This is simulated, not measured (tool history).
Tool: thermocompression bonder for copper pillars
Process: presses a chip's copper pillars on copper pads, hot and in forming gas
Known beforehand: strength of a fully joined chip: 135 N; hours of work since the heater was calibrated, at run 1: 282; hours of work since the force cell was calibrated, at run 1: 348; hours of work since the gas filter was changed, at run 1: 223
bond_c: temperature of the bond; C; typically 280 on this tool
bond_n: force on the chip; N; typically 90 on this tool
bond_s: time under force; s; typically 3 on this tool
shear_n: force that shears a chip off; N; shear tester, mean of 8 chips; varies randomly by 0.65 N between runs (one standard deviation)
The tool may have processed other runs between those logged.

run	hour	bond_c	bond_n	bond_s	hours of work since the heater was calibrated	hours of work since the force cell was calibrated	hours of work since the gas filter was changed	shear_n
1	0	280	90	3	282	348	223	67.8
2	41.1	280	90	3	300	365	241	67.5
3	65	280	90	3	310	376	251	67.9
4	104.2	280	90	3	327	393	268	68.7
5	146.6	280	90	3	346	411	287	68.7
6	203.2	280	127	3	370	436	311	80.8
7	250.6	280	101	3	391	456	332	71.6
8	303.9	280	101	3	414	479	355	72.5
9	335	280	85	2	427	493	368	56.8
10	358.3	305	92	7	437	503	378	109.5
# hour 377.9: forming gas filter changed
11	407.5	273	90	7	458	524	13	82.1
12	460.4	273	90	7	481	547	36	82.1
13	505.5	273	90	7	501	566	55	82.2
14	548.7	273	90	7	520	585	74	82.1
15	593.7	260	61	5	539	605	93	50.3
16	647.9	302	90	3	562	628	117	85.8

What if the next run were any one of these 3? Each begins from the tool's condition after run 16:
A	696	280	76	3	583	649	138	?
B	696	300	90	2	583	649	138	?
C	696	298	87	5	583	649	138	?

run	shear_n
A	63.2
B	75.5
C	95.4
Stripped of hidden state, with their random variation kept, the same runs would have yielded:
run	shear_n
A	63.1
B	75.3
C	95.3
